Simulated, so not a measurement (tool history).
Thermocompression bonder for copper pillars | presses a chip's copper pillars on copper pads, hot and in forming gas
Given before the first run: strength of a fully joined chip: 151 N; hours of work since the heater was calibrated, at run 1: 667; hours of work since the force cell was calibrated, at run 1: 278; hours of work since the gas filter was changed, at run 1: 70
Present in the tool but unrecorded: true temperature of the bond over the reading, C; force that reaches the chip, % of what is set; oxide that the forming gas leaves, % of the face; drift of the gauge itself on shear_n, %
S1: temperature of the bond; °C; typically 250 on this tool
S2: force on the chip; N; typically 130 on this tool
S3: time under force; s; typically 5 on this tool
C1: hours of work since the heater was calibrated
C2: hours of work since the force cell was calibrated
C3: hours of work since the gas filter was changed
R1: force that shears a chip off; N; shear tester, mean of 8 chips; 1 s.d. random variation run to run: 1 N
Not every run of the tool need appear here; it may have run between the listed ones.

Run 1, hour 0: usual settings; C1 667; C2 278; C3 70. Result: R1 86.2 N.
Run 2, hour 26.4: usual settings but S2 191 N; C1 682; C2 293; C3 86. Result: R1 101.5 N.
Run 3, hour 46.6: usual settings but S2 84 N; C1 694; C2 305; C3 97. Result: R1 68.2 N.
Run 4, hour 68.4: usual settings; C1 706; C2 318; C3 110. Result: R1 83.2 N.
Run 5, hour 81.7: usual settings; C1 714; C2 325; C3 118. Result: R1 85.2 N.
Run 6, hour 104.6: usual settings but S1 259 °C; C1 727; C2 338; C3 131. Result: R1 93.1 N.
At hour 108.4: force cell calibrated.
Run 7, hour 127.2: usual settings but S1 264 °C, S2 83 N, S3 11 s; C1 739; C2 11; C3 143. Result: R1 102.8 N.
Run 8, hour 153.5: usual settings but S1 263 °C, S2 119 N, S3 6 s; C1 755; C2 26; C3 159. Result: R1 99.2 N.
At hour 171.6: force cell calibrated, once more.
Run 9, hour 180.8: usual settings but S1 263 °C, S2 119 N, S3 6 s; C1 770; C2 5; C3 173. Result: R1 96.3 N.
Run 10, hour 196.6: usual settings but S1 235 °C, S2 119 N, S3 6 s; C1 779; C2 14; C3 183. Result: R1 68.7 N.

Predict each of these 5 candidate next runs independently; none follows another, all start after run 10:
Run A, hour 221.1: usual settings but S1 267 °C, S2 188 N, S3 12 s; C1 793; C2 29; C3 197. Result: R1 ?.
Run B, hour 221.1: usual settings but S1 277 °C, S2 105 N, S3 6 s; C1 793; C2 29; C3 197. Result: R1 ?.
Run C, hour 221.1: usual settings but S1 237 °C, S2 85 N, S3 6 s; C1 793; C2 29; C3 197. Result: R1 ?.
Run D, hour 221.1: usual settings but S1 235 °C, S2 119 N, S3 3 s; C1 793; C2 29; C3 197. Result: R1 ?.
Run E, hour 221.1: usual settings but S1 275 °C, S2 144 N, S3 6 s; C1 793; C2 29; C3 197. Result: R1 ?.

run     R1
  A  128.8
  B  104.6
  C   61.1
  D   53.8
  E  115.3
Stripped of hidden state, with their random variation kept, the same runs would have yielded:
run     R1
  A  136.6
  B  112.2
  C   66.9
  D   59.1
  E  123.3
